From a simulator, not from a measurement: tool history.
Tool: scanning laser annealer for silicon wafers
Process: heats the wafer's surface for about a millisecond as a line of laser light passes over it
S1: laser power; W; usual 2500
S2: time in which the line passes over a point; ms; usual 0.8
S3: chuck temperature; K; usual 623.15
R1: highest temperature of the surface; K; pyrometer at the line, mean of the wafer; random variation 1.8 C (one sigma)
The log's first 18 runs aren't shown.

| run | hour | S1 | S2 | S3 | R1 |
|---|---|---|---|---|---|
| 19 | 161.5 | 2647 | 0.701 | 623.15 | 1308.15 |
| 20 | 167.5 | 2647 | 0.701 | 623.15 | 1308.15 |
| 21 | 180.1 | 2603 | 0.996 | 613.15 | 1395.15 |
| 22 | 192.1 | 2603 | 0.996 | 613.15 | 1392.15 |
|  | 194.7 | window over the wafer cleaned |
| 23 | 201.4 | 2578 | 0.617 | 623.15 | 1248.15 |
| 24 | 213.4 | 2298 | 0.756 | 662.15 | 1249.15 |
| 25 | 219.3 | 2500 | 0.578 | 643.15 | 1224.15 |
| 26 | 225.3 | 2500 | 0.634 | 614.15 | 1219.15 |
|  | 235.2 | window over the wafer cleaned, once more |
| 27 | 237.3 | 2500 | 0.8 | 659.15 | 1354.15 |
| 28 | 245.4 | 2135 | 0.576 | 623.15 | 1118.15 |
|  | 251.4 | optics aligned, line set to its width |
| 29 | 256.7 | 2263 | 0.563 | 609.15 | 1145.15 |
| 30 | 266.1 | 2613 | 0.709 | 590.15 | 1297.15 |

The next listed run, before its measurement:
| 31 | 275.4 | 2712 | 0.628 | 639.15 | ? |

{"run 31": {"R1": 1339.15}}
Without the tool's hidden state the same run would have given R1 1343.15 K.
